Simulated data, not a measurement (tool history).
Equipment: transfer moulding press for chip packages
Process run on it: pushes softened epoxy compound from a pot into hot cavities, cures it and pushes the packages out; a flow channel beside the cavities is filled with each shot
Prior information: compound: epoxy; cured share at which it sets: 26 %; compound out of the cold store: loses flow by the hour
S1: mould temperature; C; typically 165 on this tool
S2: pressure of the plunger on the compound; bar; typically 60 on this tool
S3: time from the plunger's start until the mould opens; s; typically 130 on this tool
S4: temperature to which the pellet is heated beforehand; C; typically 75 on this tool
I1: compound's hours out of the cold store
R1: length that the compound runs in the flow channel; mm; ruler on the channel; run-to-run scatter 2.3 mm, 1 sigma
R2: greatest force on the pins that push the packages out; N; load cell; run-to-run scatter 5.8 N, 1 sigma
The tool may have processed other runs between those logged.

{"run": 1, "hour": 0.0, "S1": 165, "S2": 60, "S3": 130, "S4": 75, "I1": 43.8, "R1": 682, "R2": 329}
{"run": 2, "hour": 8.6, "S1": 165, "S2": 60, "S3": 130, "S4": 75, "I1": 45.9, "R1": 671, "R2": 354}
{"run": 3, "hour": 16.9, "S1": 159, "S2": 60, "S3": 130, "S4": 75, "I1": 27.1, "R1": 762, "R2": 572}
{"run": 4, "hour": 23.2, "S1": 159, "S2": 60, "S3": 130, "S4": 75, "I1": 27.5, "R1": 761, "R2": 574}
{"run": 5, "hour": 28.5, "S1": 165, "S2": 60, "S3": 130, "S4": 75, "I1": 24.9, "R1": 758, "R2": 358}
{"hour": 30.8, "done": "cavities cleaned with cleaning compound and waxed"}
{"run": 6, "hour": 37.4, "S1": 164, "S2": 60, "S3": 130, "S4": 75, "I1": 45.5, "R1": 678, "R2": 230}
{"run": 7, "hour": 42.3, "S1": 164, "S2": 60, "S3": 130, "S4": 75, "I1": 21.8, "R1": 774, "R2": 247}
{"run": 8, "hour": 47.5, "S1": 164, "S2": 60, "S3": 130, "S4": 75, "I1": 35.2, "R1": 717, "R2": 268}
{"run": 9, "hour": 51.6, "S1": 167, "S2": 60, "S3": 130, "S4": 75, "I1": 9.6, "R1": 826, "R2": 254}
{"run": 10, "hour": 56.6, "S1": 161, "S2": 71.6, "S3": 121, "S4": 72, "I1": 29.8, "R1": 813, "R2": 411}
{"run": 11, "hour": 64.2, "S1": 167, "S2": 61, "S3": 133, "S4": 75, "I1": 15.1, "R1": 807, "R2": 254}
{"run": 12, "hour": 68.5, "S1": 167, "S2": 48.3, "S3": 133, "S4": 75, "I1": 31.8, "R1": 648, "R2": 254}
{"run": 13, "hour": 76.4, "S1": 167, "S2": 48.3, "S3": 133, "S4": 75, "I1": 33.8, "R1": 642, "R2": 266}
{"run": 14, "hour": 81.0, "S1": 165, "S2": 60, "S3": 125, "S4": 75, "I1": 25, "R1": 756, "R2": 354}
{"run": 15, "hour": 85.1, "S1": 165, "S2": 60, "S3": 125, "S4": 75, "I1": 29.7, "R1": 737, "R2": 337}
{"run": 16, "hour": 93.5, "S1": 165, "S2": 58.1, "S3": 147, "S4": 74, "I1": 12.5, "R1": 804, "R2": 295}

Consider 5 possible next runs. They are alternatives, not a sequence: every one starts from the tool as it was left by run 16. What does each give?
{"run": "A", "hour": 97.5, "S1": 158, "S2": 60, "S3": 111, "S4": 75, "I1": 44.6, "R1": "?", "R2": "?"}
{"run": "B", "hour": 97.5, "S1": 165, "S2": 60, "S3": 127, "S4": 75, "I1": 23.8, "R1": "?", "R2": "?"}
{"run": "C", "hour": 97.5, "S1": 162, "S2": 60, "S3": 130, "S4": 75, "I1": 20.5, "R1": "?", "R2": "?"}
{"run": "D", "hour": 97.5, "S1": 170, "S2": 69, "S3": 147, "S4": 74, "I1": 23, "R1": "?", "R2": "?"}
{"run": "E", "hour": 97.5, "S1": 164, "S2": 60, "S3": 127, "S4": 78, "I1": 17.4, "R1": "?", "R2": "?"}

run=A R1=688 R2=729
run=B R1=761 R2=365
run=C R1=783 R2=408
run=D R1=813 R2=264
run=E R1=793 R2=377
Without the tool's unlogged condition, the same runs would have read:
run=A R1=697 R2=441
run=B R1=771 R2=222
run=C R1=792 R2=249
run=D R1=824 R2=165
run=E R1=803 R2=227
